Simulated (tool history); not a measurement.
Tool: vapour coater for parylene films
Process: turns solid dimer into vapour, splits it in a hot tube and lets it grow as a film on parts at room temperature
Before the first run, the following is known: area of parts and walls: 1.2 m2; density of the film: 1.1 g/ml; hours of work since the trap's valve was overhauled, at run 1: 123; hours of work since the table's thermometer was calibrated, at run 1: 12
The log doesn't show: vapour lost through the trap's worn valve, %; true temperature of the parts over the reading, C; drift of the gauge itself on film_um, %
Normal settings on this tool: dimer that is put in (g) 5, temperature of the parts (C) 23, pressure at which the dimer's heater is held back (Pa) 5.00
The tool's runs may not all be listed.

| run | hour | dimer that is put in (g) | temperature of the parts (C) | pressure at which the dimer's heater is held back (Pa) | hours of work since the trap's valve was overhauled | hours of work since the table's thermometer was calibrated | thickness of the film (µm) |
|---|---|---|---|---|---|---|---|
| 1 | 0.0 | 5 | 23 | 5.00 | 123 | 12 | 2.40 |
| 2 | 14.9 | 5 | 23 | 5.00 | 129 | 18 | 2.41 |
| 3 | 23.3 | 5 | 23 | 5.00 | 133 | 22 | 2.38 |
| 4 | 38.5 | 5 | 23 | 5.00 | 139 | 28 | 2.36 |
| 5 | 46.0 | 5 | 23 | 5.00 | 142 | 31 | 2.39 |
| 6 | 53.3 | 5 | 23 | 5.00 | 145 | 34 | 2.38 |
|  | 55.5 | table's thermometer calibrated |
| 7 | 67.0 | 5 | 23 | 5.00 | 150 | 5 | 2.36 |
| 8 | 73.7 | 5 | 23 | 5.00 | 153 | 8 | 2.38 |
| 9 | 81.0 | 5 | 23 | 5.00 | 156 | 11 | 2.41 |
| 10 | 96.9 | 5 | 23 | 5.00 | 163 | 17 | 2.38 |
|  | 103.2 | table's thermometer calibrated, once more |
| 11 | 105.3 | 5 | 23 | 5.00 | 166 | 1 | 2.37 |
| 12 | 115.5 | 2 | 23 | 9.45 | 170 | 5 | 0.87 |
| 13 | 128.3 | 5 | 16 | 3.85 | 175 | 10 | 2.94 |
| 14 | 142.4 | 5 | 20 | 2.42 | 181 | 16 | 2.80 |
| 15 | 151.3 | 5 | 20 | 2.42 | 185 | 20 | 2.78 |
| 16 | 163.5 | 2 | 23 | 5.00 | 190 | 25 | 0.93 |
| 17 | 176.6 | 7 | 22 | 7.15 | 195 | 30 | 3.25 |

Expected results for the next run?
| 18 | 189.5 | 7 | 22 | 7.15 | 201 | 36 | ? |

{"run 18": {"thickness of the film (µm)": 3.24}}
If the tool had no hidden condition, the same run with the same run-to-run variation would have returned thickness of the film (µm) 3.39.
